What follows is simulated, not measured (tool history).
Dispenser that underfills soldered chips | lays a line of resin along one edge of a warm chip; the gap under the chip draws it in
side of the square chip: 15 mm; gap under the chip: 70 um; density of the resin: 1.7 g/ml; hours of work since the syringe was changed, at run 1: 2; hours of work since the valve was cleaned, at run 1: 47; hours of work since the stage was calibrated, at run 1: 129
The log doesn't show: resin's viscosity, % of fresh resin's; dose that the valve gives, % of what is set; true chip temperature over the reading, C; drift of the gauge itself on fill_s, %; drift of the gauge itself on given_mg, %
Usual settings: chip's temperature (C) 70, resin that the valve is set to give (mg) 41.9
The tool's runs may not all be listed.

| run | hour | chip's temperature (C) | resin that the valve is set to give (mg) | hours of work since the syringe was changed | hours of work since the valve was cleaned | hours of work since the stage was calibrated | time until the resin shows at the far edge (s) | resin that the valve gave (mg) |
|---|---|---|---|---|---|---|---|---|
| 1 | 0.0 | 70 | 41.9 | 2 | 47 | 129 | 127.9 | 40.69 |
|  | 9.0 | new syringe of resin |
| 2 | 9.6 | 70 | 41.9 | 0 | 53 | 136 | 111.3 | 40.44 |
| 3 | 14.7 | 70 | 41.9 | 4 | 57 | 139 | 138.1 | 40.90 |
|  | 20.9 | new syringe of resin |
| 4 | 26.1 | 70 | 41.9 | 4 | 64 | 147 | 133.1 | 40.13 |
|  | 33.0 | new syringe of resin |
| 5 | 37.0 | 70 | 46.1 | 3 | 71 | 154 | 132.0 | 43.79 |
|  | 45.2 | new syringe of resin |
| 6 | 46.9 | 70 | 46.1 | 1 | 78 | 161 | 119.6 | 44.10 |
|  | 57.4 | new syringe of resin |
| 7 | 59.1 | 70 | 46.1 | 1 | 86 | 169 | 120.9 | 43.76 |
|  | 69.7 | new syringe of resin |
| 8 | 69.7 | 70 | 46.1 | 0 | 93 | 176 | 111.3 | 43.47 |
|  | 81.6 | new syringe of resin |
| 9 | 81.6 | 70 | 46.1 | 0 | 101 | 184 | 116.5 | 43.39 |
|  | 93.6 | new syringe of resin |
| 10 | 93.8 | 70 | 46.1 | 0 | 109 | 192 | 113.6 | 42.97 |
| 11 | 103.8 | 70 | 46.1 | 7 | 116 | 199 | 164.5 | 42.72 |
|  | 105.8 | new syringe of resin |
| 12 | 111.7 | 70 | 45.2 | 4 | 121 | 204 | 139.9 | 41.65 |
|  | 118.0 | new syringe of resin |
| 13 | 121.9 | 60 | 41.9 | 3 | 128 | 211 | 191.6 | 38.74 |
|  | 130.5 | new syringe of resin |
| 14 | 130.5 | 60 | 48.6 | 0 | 134 | 216 | 164.3 | 44.69 |
|  | 136.0 | dispensing valve cleaned and set on the balance |
| 15 | 139.3 | 60 | 48.6 | 5 | 2 | 222 | 211.3 | 48.65 |
|  | 143.9 | new syringe of resin |
| 16 | 145.4 | 60 | 48.6 | 1 | 6 | 226 | 168.5 | 48.60 |
| 17 | 150.2 | 70 | 41.9 | 4 | 10 | 229 | 142.4 | 41.58 |
|  | 155.8 | new syringe of resin |
| 18 | 159.3 | 69 | 52.0 | 2 | 16 | 235 | 132.6 | 51.60 |
|  | 167.8 | new syringe of resin |
| 19 | 170.4 | 59 | 41.9 | 2 | 23 | 242 | 186.1 | 41.21 |
|  | 180.1 | new syringe of resin |
| 20 | 180.6 | 70 | 49.1 | 0 | 30 | 249 | 115.3 | 48.40 |
|  | 192.4 | new syringe of resin |
| 21 | 192.7 | 70 | 47.7 | 0 | 38 | 257 | 113.2 | 46.52 |
|  | 204.1 | new syringe of resin |
| 22 | 204.1 | 70 | 47.7 | 0 | 45 | 265 | 115.3 | 46.18 |
| 23 | 213.6 | 68 | 36.3 | 7 | 52 | 271 | 180.6 | 34.77 |
|  | 216.6 | new syringe of resin |
| 24 | 223.4 | 68 | 36.3 | 5 | 58 | 278 | 161.2 | 34.97 |
|  | 228.9 | new syringe of resin |
| 25 | 232.1 | 68 | 36.3 | 2 | 64 | 283 | 144.5 | 34.75 |
| 26 | 237.1 | 68 | 36.3 | 6 | 67 | 287 | 174.4 | 34.67 |
|  | 240.7 | new syringe of resin |
| 27 | 248.9 | 61 | 52.9 | 6 | 75 | 295 | 209.1 | 50.06 |
|  | 252.5 | new syringe of resin |
| 28 | 259.1 | 60 | 44.4 | 5 | 82 | 301 | 205.9 | 42.01 |
|  | 264.6 | new syringe of resin |
| 29 | 266.1 | 66 | 40.3 | 1 | 87 | 306 | 140.4 | 37.73 |
| 30 | 275.3 | 74 | 40.6 | 7 | 93 | 312 | 149.1 | 38.20 |
|  | 276.8 | new syringe of resin |
| 31 | 287.2 | 74 | 40.6 | 7 | 101 | 320 | 149.3 | 37.91 |
|  | 288.8 | new syringe of resin |
| 32 | 292.5 | 72 | 41.9 | 3 | 104 | 324 | 121.3 | 38.76 |
|  | 300.6 | new syringe of resin |
| 33 | 302.0 | 72 | 41.9 | 1 | 111 | 330 | 113.1 | 38.71 |
| 34 | 309.0 | 76 | 40.5 | 6 | 115 | 335 | 125.6 | 37.56 |

Forecast each of these 5 alternatives for the next run:
|  | 312.8 | new syringe of resin |
| A | 315.8 | 60 | 41.5 | 2 | 120 | 339 | ? | ? |
|  | 312.8 | new syringe of resin |
| B | 315.8 | 60 | 41.5 | 2 | 120 | 339 | ? | ? |
|  | 312.8 | new syringe of resin |
| C | 315.8 | 79 | 44.8 | 2 | 120 | 339 | ? | ? |
|  | 312.8 | new syringe of resin |
| D | 315.8 | 58 | 53.6 | 2 | 120 | 339 | ? | ? |
|  | 312.8 | new syringe of resin |
| E | 315.8 | 65 | 37.7 | 2 | 120 | 339 | ? | ? |

| run | time until the resin shows at the far edge (s) | resin that the valve gave (mg) |
|---|---|---|
| A | 184.9 | 38.48 |
| B | 182.2 | 38.15 |
| C | 92.6 | 41.37 |
| D | 193.6 | 49.61 |
| E | 158.3 | 34.65 |
Without the tool's hidden state the same runs would have given:
| run | time until the resin shows at the far edge (s) | resin that the valve gave (mg) |
|---|---|---|
| A | 159.4 | 41.76 |
| B | 157.1 | 41.42 |
| C | 80.6 | 44.91 |
| D | 168.6 | 53.85 |
| E | 135.7 | 37.62 |
